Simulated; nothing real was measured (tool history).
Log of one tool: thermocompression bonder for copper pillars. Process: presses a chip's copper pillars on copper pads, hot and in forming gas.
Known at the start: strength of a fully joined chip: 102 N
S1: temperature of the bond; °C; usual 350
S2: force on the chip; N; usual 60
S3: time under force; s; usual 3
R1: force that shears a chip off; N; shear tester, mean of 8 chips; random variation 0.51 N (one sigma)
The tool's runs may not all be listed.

run    hour   S1  S2  S3    R1
  1       0  350  60   3  59.5
  2    51.2  350  60   5  67.6
       90.5  -- forming gas filter changed
  3   100.7  350  60   5  71.1
  4   157.3  350  60   5  70.7
  5   217.8  350  60   5  69.5
  6   259.1  350  60   5  69.9
  7   323.2  350  60   5  69.7
      351.7  -- forming gas filter changed
  8   376.2  350  60   8  79.3
  9   410.3  350  60   8  80.1
 10   470.1  350  60   8    78
 11   519.7  350  60   8  79.3
 12   578.9  350  60   8  77.8
        612  -- forming gas filter changed
 13   624.9  333  60   8  75.3
 14     665  350  60   4    68
 15   725.7  350  60   4    68
 16   754.8  350  60   3  62.7
 17   802.9  368  67   2  63.8
        872  -- forming gas filter changed
 18     872  368  67   2  66.7
 19   905.1  356  66   4  74.3
 20   974.9  377  60   2  66.3
 21  1004.8  346  79   6  81.7
 22  1049.2  335  54   3    54
     1065.6  -- force cell calibrated
     1112.8  -- heater calibrated with a thermocouple chip
 23    1115  335  54   3  46.5
     1134.7  -- forming gas filter changed
 24  1148.7  335  40   2  34.9
 25  1199.1  372  48   2  50.7
 26  1265.5  338  58   3  50.7
 27  1325.9  338  58   3  49.5
 28  1355.6  338  58   3  50.5
     1391.8  -- forming gas filter changed
 29  1416.3  338  58   3  51.8
 30  1464.4  338  58   3    52
 31  1497.4  338  58   3  50.9
 32  1560.5  363  43   2  46.1

Forecast each of these 4 alternatives for the next run:
  A  1610.4  363  42   2   ?
  B  1610.4  350  60   2   ?
  C  1610.4  378  78   3   ?
  D  1610.4  350  57   4   ?

run    R1
  A  45.3
  B    51
  C  75.9
  D  61.2
Without the tool's hidden state the same runs would have given:
run    R1
  A  45.4
  B  51.2
  C    77
  D  61.6

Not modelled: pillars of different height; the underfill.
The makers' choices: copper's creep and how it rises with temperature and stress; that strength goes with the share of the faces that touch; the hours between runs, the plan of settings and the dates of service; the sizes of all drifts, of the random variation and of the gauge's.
